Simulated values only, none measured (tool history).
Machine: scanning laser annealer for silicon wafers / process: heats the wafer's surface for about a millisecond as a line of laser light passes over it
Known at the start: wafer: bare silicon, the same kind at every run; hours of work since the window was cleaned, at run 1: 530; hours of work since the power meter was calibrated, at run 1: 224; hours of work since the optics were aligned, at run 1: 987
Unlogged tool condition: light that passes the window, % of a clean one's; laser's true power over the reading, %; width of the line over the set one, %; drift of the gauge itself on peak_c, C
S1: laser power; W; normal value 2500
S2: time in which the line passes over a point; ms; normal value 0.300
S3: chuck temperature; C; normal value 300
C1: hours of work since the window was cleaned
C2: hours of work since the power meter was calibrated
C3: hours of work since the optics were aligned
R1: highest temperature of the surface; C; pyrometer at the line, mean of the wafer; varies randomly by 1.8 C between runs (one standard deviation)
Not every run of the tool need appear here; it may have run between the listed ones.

run   hour    S1     S2   S3   C1   C2    C3    R1
  1    0.0  2500  0.300  300  530  224   987   984
  2   19.0  2500  0.300  300  540  234   997   984
  3   32.9  2500  0.300  300  547  241  1003   982
  4   47.6  2500  0.300  300  554  248  1011   981
  5   62.7  2500  0.300  300  562  255  1018   980
  6   83.2  2500  0.300  300  572  266  1029   982
  7  104.7  2500  0.300  300  583  276  1039   980
  8  132.3  2500  0.300  300  596  290  1053   981
  9  155.0  2500  0.300  300  608  302  1065   981
 10  178.6  2380  0.300  300  620  314  1076   950
 11  206.7  2380  0.300  300  634  328  1091   948
 12  219.2  2380  0.300  300  640  334  1097   945
 13  241.4  2380  0.300  300  651  345  1108   950
 14  266.5  2380  0.300  300  664  358  1120   948
     290.7  -- optics aligned, line set to its width
 15  300.4  2500  0.331  300  678  372     5  1005
     314.6  -- window over the wafer cleaned
 16  316.8  2500  0.331  300    1  379    12  1025
 17  343.6  2500  0.331  300   15  393    25  1024
 18  363.1  2729  0.300  330   24  402    35  1081
     386.7  -- optics aligned, line set to its width, once more
 19  395.3  2727  0.235  330   38  416     4  1017
 20  414.3  2591  0.231  335   47  426    14   984
 21  442.7  2215  0.355  323   62  440    28   999
 22  461.5  2310  0.300  266   71  449    37   917
 23  480.0  2243  0.300  301   80  458    47   939
 24  504.4  2551  0.300  274   93  471    59   989
 25  522.0  2551  0.300  274  101  479    68   988
 26  541.8  2209  0.300  296  111  489    78   921
 27  556.2  2209  0.300  296  119  497    85   921
 28  585.8  2675  0.300  334  133  511   100  1077
 29  609.0  2675  0.300  334  145  523   111  1080
 30  627.0  2675  0.225  299  154  532   120   960
 31  656.9  2478  0.265  300  169  547   135   959
 32  679.7  2478  0.265  300  180  558   147   955
 33  694.4  2478  0.265  300  188  566   154   958
 34  711.9  2383  0.354  265  196  575   163   981

Below, each run's measurement less what the same run would have read without the hidden state. Both values contain the same run-to-run variation, but the gauge's scatter may not be the same in both:
run   R1
  1  -25
  2  -25
  3  -25
  4  -26
  5  -26
  6  -26
  7  -27
  8  -27
  9  -28
 10  -27
 11  -27
 12  -28
 13  -28
 14  -28
 15  -37
 16  -17
 17  -18
 18  -19
 19   -5
 20   -5
 21   -6
 22   -5
 23   -6
 24   -6
 25   -7
 26   -7
 27   -7
 28   -8
 29   -9
 30   -9
 31   -9
 32   -9
 33  -10
 34  -11
